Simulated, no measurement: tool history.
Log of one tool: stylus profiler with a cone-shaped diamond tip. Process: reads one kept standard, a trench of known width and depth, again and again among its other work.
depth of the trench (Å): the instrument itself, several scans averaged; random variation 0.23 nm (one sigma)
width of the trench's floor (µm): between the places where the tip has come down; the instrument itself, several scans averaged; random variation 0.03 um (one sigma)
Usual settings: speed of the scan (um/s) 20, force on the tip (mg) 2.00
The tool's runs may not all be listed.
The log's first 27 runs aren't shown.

run	hour	speed of the scan (um/s)	force on the tip (mg)	scans with this tip	hours of work since the height scale was calibrated	depth of the trench (Å)	width of the trench's floor (µm)
28	2946.8	9	2.67	5069	338	10099.9	25.99
29	3075.7	62	0.84	6331	422	10047.2	25.78
30	3175.7	10	1.42	7310	488	10068.8	25.95
31	3302.1	34	5.33	8548	570	10161.6	26.00
32	3370.3	7	4.04	9215	615	10138.3	25.97
33	3452.5	7	4.04	10021	669	10131.1	25.97
34	3528.9	20	1.22	10768	719	10063.9	25.90
35	3667.8	7	1.73	12129	809	10075.9	25.99
36	3784.4	7	1.66	13270	885	10072.3	25.93
37	3863.7	9	2.72	14046	937	10103.6	25.96

Forecast run 38:
# hour 3941.0: new tip fitted, height scale calibrated
38	3963.8	6	1.43	223	15	?	?

{"run 38": {"depth of the trench (Å)": 10065.1, "width of the trench's floor (µm)": 25.99}}
Without the tool's hidden state the same run would have given depth of the trench (Å) 10065.1, width of the trench's floor (µm) 25.99.
